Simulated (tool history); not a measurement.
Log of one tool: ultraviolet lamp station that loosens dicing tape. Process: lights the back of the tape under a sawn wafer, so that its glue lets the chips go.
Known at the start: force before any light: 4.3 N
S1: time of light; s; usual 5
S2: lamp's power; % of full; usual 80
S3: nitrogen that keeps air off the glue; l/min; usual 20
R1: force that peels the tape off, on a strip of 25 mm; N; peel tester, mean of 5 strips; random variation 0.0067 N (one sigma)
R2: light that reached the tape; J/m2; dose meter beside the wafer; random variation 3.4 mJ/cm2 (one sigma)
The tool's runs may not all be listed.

{"run": 1, "hour": 0.0, "S1": 5, "S2": 80, "S3": 20, "R1": 0.268, "R2": 4990}
{"run": 2, "hour": 10.7, "S1": 5, "S2": 80, "S3": 24, "R1": 0.264, "R2": 4990}
{"run": 3, "hour": 19.1, "S1": 5, "S2": 80, "S3": 24, "R1": 0.257, "R2": 4980}
{"run": 4, "hour": 24.3, "S1": 5, "S2": 76, "S3": 24, "R1": 0.275, "R2": 4710}
{"run": 5, "hour": 32.3, "S1": 5, "S2": 76, "S3": 24, "R1": 0.28, "R2": 4700}
{"run": 6, "hour": 43.9, "S1": 5, "S2": 80, "S3": 20, "R1": 0.285, "R2": 4910}
{"hour": 45.3, "done": "window cleaned of glue's vapour"}
{"run": 7, "hour": 53.8, "S1": 5, "S2": 80, "S3": 20, "R1": 0.296, "R2": 4650}
{"run": 8, "hour": 61.6, "S1": 5, "S2": 80, "S3": 20, "R1": 0.318, "R2": 4660}
{"run": 9, "hour": 68.1, "S1": 5, "S2": 80, "S3": 8, "R1": 0.523, "R2": 4630}
{"run": 10, "hour": 78.8, "S1": 5, "S2": 80, "S3": 8, "R1": 0.54, "R2": 4640}
{"run": 11, "hour": 87.6, "S1": 3, "S2": 91, "S3": 12, "R1": 0.859, "R2": 3150}
{"hour": 91.2, "done": "window cleaned of glue's vapour, once more"}
{"run": 12, "hour": 93.7, "S1": 4, "S2": 70, "S3": 11, "R1": 0.696, "R2": 3730}
{"run": 13, "hour": 102.3, "S1": 4, "S2": 70, "S3": 11, "R1": 0.665, "R2": 3760}
{"run": 14, "hour": 107.2, "S1": 4, "S2": 68, "S3": 20, "R1": 0.535, "R2": 3660}
{"run": 15, "hour": 115.7, "S1": 4, "S2": 68, "S3": 20, "R1": 0.528, "R2": 3620}
{"run": 16, "hour": 122.1, "S1": 4, "S2": 75, "S3": 15, "R1": 0.499, "R2": 3960}
{"run": 17, "hour": 133.0, "S1": 10, "S2": 70, "S3": 36, "R1": 0.105, "R2": 9270}
{"run": 18, "hour": 140.6, "S1": 6, "S2": 87, "S3": 25, "R1": 0.145, "R2": 6910}
{"run": 19, "hour": 148.1, "S1": 6, "S2": 74, "S3": 12, "R1": 0.262, "R2": 5770}
{"run": 20, "hour": 154.8, "S1": 5, "S2": 88, "S3": 15, "R1": 0.233, "R2": 5760}

Forecast each of these 4 alternatives for the next run:
{"run": "A", "hour": 166.2, "S1": 5, "S2": 80, "S3": 15, "R1": "?", "R2": "?"}
{"run": "B", "hour": 166.2, "S1": 5, "S2": 97, "S3": 18, "R1": "?", "R2": "?"}
{"run": "C", "hour": 166.2, "S1": 4, "S2": 90, "S3": 20, "R1": "?", "R2": "?"}
{"run": "D", "hour": 166.2, "S1": 5, "S2": 66, "S3": 15, "R1": "?", "R2": "?"}

run=A R1=0.293 R2=5260
run=B R1=0.181 R2=6390
run=C R1=0.317 R2=4740
run=D R1=0.400 R2=4360
Without the tool's hidden state the same runs would have given:
run=A R1=0.264 R2=5540
run=B R1=0.166 R2=6720
run=C R1=0.286 R2=4990
run=D R1=0.359 R2=4590

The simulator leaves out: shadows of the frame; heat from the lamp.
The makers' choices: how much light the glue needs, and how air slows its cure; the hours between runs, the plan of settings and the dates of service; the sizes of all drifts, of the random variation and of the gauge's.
